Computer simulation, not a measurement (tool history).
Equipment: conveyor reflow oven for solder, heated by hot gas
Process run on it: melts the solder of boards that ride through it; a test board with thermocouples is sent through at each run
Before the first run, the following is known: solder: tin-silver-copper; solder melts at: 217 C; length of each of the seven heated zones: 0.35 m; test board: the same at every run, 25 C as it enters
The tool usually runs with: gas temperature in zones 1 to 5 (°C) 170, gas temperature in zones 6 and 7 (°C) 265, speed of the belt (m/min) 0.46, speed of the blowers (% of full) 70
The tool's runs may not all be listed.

run	day	gas temperature in zones 1 to 5 (°C)	gas temperature in zones 6 and 7 (°C)	speed of the belt (m/min)	speed of the blowers (% of full)	highest temperature of the board (°C)	time above the solder's melting point (s)
1	0	170	265	0.46	70	253.6	69.6
2	0.671	170	265	0.46	70	253.5	69.6
3	1.05	170	265	0.46	70	253.5	69.3
4	1.471	170	265	0.46	70	253.5	69.6
5	1.796	184	265	0.46	70	255.3	77
6	2.508	184	265	0.46	70	255.2	77.1
7	3.162	184	265	0.46	70	255.5	77.3
8	3.629	170	265	0.46	70	253.5	69.3
9	4.171	170	265	0.46	70	253.3	69.4
10	4.854	170	265	0.46	70	253.1	69.3
11	5.15	170	265	0.46	70	253.5	69.3
12	5.762	170	265	0.46	70	253.1	69.5
13	6.454	170	259	0.46	70	247.6	64.8
14	7.129	170	259	0.46	70	247.7	64.7
15	7.825	170	265	0.46	70	253.1	69.1
16	8.233	170	265	0.463	70	252.7	68.3
17	8.625	173	275	0.486	66	260.2	70.6
18	9.208	170	261	0.527	70	245.5	52.5
19	9.571	170	265	0.46	90	256.2	72.5
20	9.9	170	265	0.525	65	247.9	54.3
21	10.246	170	265	0.525	65	247.7	54.6
22	10.812	170	265	0.525	65	247.7	54.7
23	11.221	170	265	0.525	65	247.5	54.5
24	11.758	164	278	0.453	54	260.4	72.5
25	12.421	164	278	0.399	85	270.2	91.5
26	13.05	164	278	0.399	85	270.2	91.8
27	13.733	170	265	0.445	88	256.1	75.4
28	14.192	161	262	0.513	70	245.2	50.6
29	14.729	170	263	0.46	70	250.8	67.4
30	15.258	170	260	0.46	70	248.1	64.7

Branching from run 30: 3 alternative next runs. What would each branch give?
A	15.571	170	265	0.449	70	?	?
B	15.571	170	265	0.517	85	?	?
C	15.571	176	265	0.466	70	?	?

run	highest temperature of the board (°C)	time above the solder's melting point (s)
A	253.1	71
B	251.7	60.2
C	253.1	70.7
What these runs would have given with no unlogged condition in the tool:
run	highest temperature of the board (°C)	time above the solder's melting point (s)
A	253.6	71.4
B	252.7	61
C	253.6	71

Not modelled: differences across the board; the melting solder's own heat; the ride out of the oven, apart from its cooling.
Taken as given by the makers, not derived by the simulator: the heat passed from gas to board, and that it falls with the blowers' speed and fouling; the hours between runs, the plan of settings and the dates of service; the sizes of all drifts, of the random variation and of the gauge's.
